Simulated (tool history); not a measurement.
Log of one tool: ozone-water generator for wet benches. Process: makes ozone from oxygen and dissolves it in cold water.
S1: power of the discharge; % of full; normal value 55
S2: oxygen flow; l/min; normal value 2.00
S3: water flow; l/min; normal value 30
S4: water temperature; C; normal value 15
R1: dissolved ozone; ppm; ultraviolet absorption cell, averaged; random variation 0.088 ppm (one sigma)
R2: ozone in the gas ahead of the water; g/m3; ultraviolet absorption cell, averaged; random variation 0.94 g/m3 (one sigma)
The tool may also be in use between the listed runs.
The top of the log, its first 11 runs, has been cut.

run 12 day=71.192 | S1=56 S2=2.00 S3=30 S4=15 | R1=5.36 R2=149.5
run 13 day=78.375 | S1=56 S2=2.00 S3=30 S4=15 | R1=5.24 R2=148.6
run 14 day=86.900 | S1=55 S2=2.00 S3=30 S4=15 | R1=5.32 R2=147.9
run 15 day=95.717 | S1=55 S2=3.47 S3=30 S4=15 | R1=6.37 R2=116.0
run 16 day=100.875 | S1=55 S2=3.47 S3=30 S4=15 | R1=6.39 R2=113.9
run 17 day=106.025 | S1=55 S2=3.47 S3=30 S4=15 | R1=6.35 R2=116.3
-- day=106.650 contactor cleaned
run 18 day=114.138 | S1=42 S2=3.47 S3=30 S4=15 | R1=4.67 R2=92.0
run 19 day=122.821 | S1=58 S2=2.02 S3=21 S4=15 | R1=7.94 R2=148.8
run 20 day=127.254 | S1=58 S2=2.02 S3=21 S4=15 | R1=7.75 R2=152.9
run 21 day=132.267 | S1=84 S2=2.89 S3=30 S4=22 | R1=7.66 R2=174.7
-- day=134.412 contactor cleaned, once more
run 22 day=141.508 | S1=84 S2=2.89 S3=26 S4=13 | R1=10.55 R2=174.2
run 23 day=145.767 | S1=55 S2=2.00 S3=24 S4=15 | R1=7.07 R2=145.5
run 24 day=151.492 | S1=59 S2=2.00 S3=22 S4=15 | R1=8.29 R2=153.2
run 25 day=156.121 | S1=55 S2=2.56 S3=20 S4=15 | R1=9.42 R2=128.9
-- day=162.233 water thermometer calibrated
run 26 day=164.392 | S1=55 S2=2.56 S3=20 S4=15 | R1=9.41 R2=128.3
run 27 day=170.733 | S1=55 S2=2.56 S3=30 S4=15 | R1=6.00 R2=128.4
run 28 day=178.842 | S1=42 S2=1.14 S3=30 S4=15 | R1=3.36 R2=145.0
run 29 day=188.071 | S1=42 S2=1.14 S3=30 S4=15 | R1=3.48 R2=145.1
run 30 day=196.975 | S1=42 S2=1.14 S3=30 S4=15 | R1=3.21 R2=144.5
run 31 day=201.129 | S1=42 S2=1.14 S3=30 S4=15 | R1=3.34 R2=145.5
run 32 day=205.975 | S1=42 S2=1.14 S3=30 S4=15 | R1=3.16 R2=146.8
run 33 day=211.642 | S1=55 S2=1.00 S3=30 S4=15 | R1=3.86 R2=191.7

Alternative continuations, all from the tool just after run 33; predict every row:
run A day=221.033 | S1=55 S2=1.00 S3=30 S4=15 | R1=? R2=?
run B day=221.033 | S1=51 S2=3.34 S3=30 S4=15 | R1=? R2=?
run C day=221.033 | S1=99 S2=1.00 S3=39 S4=15 | R1=? R2=?
run D day=221.033 | S1=93 S2=1.00 S3=30 S4=9 | R1=? R2=?

run=A R1=4.10 R2=189.9
run=B R1=6.01 R2=106.1
run=C R1=4.41 R2=304.0
run=D R1=6.14 R2=291.8
With the hidden condition removed and each run's random variation left untouched, the same runs would have given:
run=A R1=4.72 R2=216.2
run=B R1=6.90 R2=119.4
run=C R1=5.58 R2=377.0
run=D R1=7.65 R2=358.3
